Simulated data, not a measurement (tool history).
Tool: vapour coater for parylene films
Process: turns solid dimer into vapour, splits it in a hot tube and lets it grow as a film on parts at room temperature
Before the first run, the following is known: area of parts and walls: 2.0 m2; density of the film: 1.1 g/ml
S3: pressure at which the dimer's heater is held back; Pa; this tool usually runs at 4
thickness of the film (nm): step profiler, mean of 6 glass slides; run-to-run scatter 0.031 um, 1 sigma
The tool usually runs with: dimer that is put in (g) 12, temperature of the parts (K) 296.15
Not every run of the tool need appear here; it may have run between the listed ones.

{"run": 1, "hour": 0.0, "dimer that is put in (g)": 12, "temperature of the parts (K)": 296.15, "S3": 4, "thickness of the film (nm)": 3680}
{"run": 2, "hour": 9.1, "dimer that is put in (g)": 12, "temperature of the parts (K)": 296.15, "S3": 4, "thickness of the film (nm)": 3700}
{"run": 3, "hour": 18.3, "dimer that is put in (g)": 12, "temperature of the parts (K)": 296.15, "S3": 6.62, "thickness of the film (nm)": 3450}
{"run": 4, "hour": 32.5, "dimer that is put in (g)": 12, "temperature of the parts (K)": 296.15, "S3": 6.62, "thickness of the film (nm)": 3410}
{"run": 5, "hour": 40.3, "dimer that is put in (g)": 12, "temperature of the parts (K)": 296.15, "S3": 6.62, "thickness of the film (nm)": 3480}
{"run": 6, "hour": 51.1, "dimer that is put in (g)": 12, "temperature of the parts (K)": 296.15, "S3": 6.62, "thickness of the film (nm)": 3400}
{"run": 7, "hour": 64.6, "dimer that is put in (g)": 12, "temperature of the parts (K)": 296.15, "S3": 4, "thickness of the film (nm)": 3660}
{"run": 8, "hour": 72.3, "dimer that is put in (g)": 12, "temperature of the parts (K)": 296.15, "S3": 4, "thickness of the film (nm)": 3590}
{"hour": 77.4, "done": "trap's valve overhauled"}
{"run": 9, "hour": 84.1, "dimer that is put in (g)": 12, "temperature of the parts (K)": 296.15, "S3": 4, "thickness of the film (nm)": 3580}
{"run": 10, "hour": 97.3, "dimer that is put in (g)": 21, "temperature of the parts (K)": 293.15, "S3": 2.57, "thickness of the film (nm)": 7670}
{"run": 11, "hour": 104.2, "dimer that is put in (g)": 21, "temperature of the parts (K)": 298.15, "S3": 7.03, "thickness of the film (nm)": 5390}
{"run": 12, "hour": 115.7, "dimer that is put in (g)": 10, "temperature of the parts (K)": 291.15, "S3": 3.42, "thickness of the film (nm)": 3840}
{"run": 13, "hour": 125.7, "dimer that is put in (g)": 6, "temperature of the parts (K)": 292.15, "S3": 8.01, "thickness of the film (nm)": 1980}
{"run": 14, "hour": 134.9, "dimer that is put in (g)": 6, "temperature of the parts (K)": 302.15, "S3": 6.08, "thickness of the film (nm)": 1290}
{"hour": 144.3, "done": "trap's valve overhauled, once more"}
{"run": 15, "hour": 145.9, "dimer that is put in (g)": 15, "temperature of the parts (K)": 297.15, "S3": 6.52, "thickness of the film (nm)": 4230}
{"run": 16, "hour": 152.7, "dimer that is put in (g)": 15, "temperature of the parts (K)": 297.15, "S3": 6.52, "thickness of the film (nm)": 4150}

4 options for the next run, each taken on its own from the tool as it stands now. Forecast them:
{"run": "A", "hour": 166.1, "dimer that is put in (g)": 15, "temperature of the parts (K)": 296.15, "S3": 2.06, "thickness of the film (nm)": "?"}
{"run": "B", "hour": 166.1, "dimer that is put in (g)": 11, "temperature of the parts (K)": 298.15, "S3": 6.52, "thickness of the film (nm)": "?"}
{"run": "C", "hour": 166.1, "dimer that is put in (g)": 12, "temperature of the parts (K)": 306.15, "S3": 4, "thickness of the film (nm)": "?"}
{"run": "D", "hour": 166.1, "dimer that is put in (g)": 15, "temperature of the parts (K)": 302.15, "S3": 2.85, "thickness of the film (nm)": "?"}

run=A thickness_of_the_film_(nm)=5110
run=B thickness_of_the_film_(nm)=2920
run=C thickness_of_the_film_(nm)=2370
run=D thickness_of_the_film_(nm)=3730
Had the tool no hidden state, the same runs would have come out as:
run=A thickness_of_the_film_(nm)=5100
run=B thickness_of_the_film_(nm)=2910
run=C thickness_of_the_film_(nm)=2360
run=D thickness_of_the_film_(nm)=3720
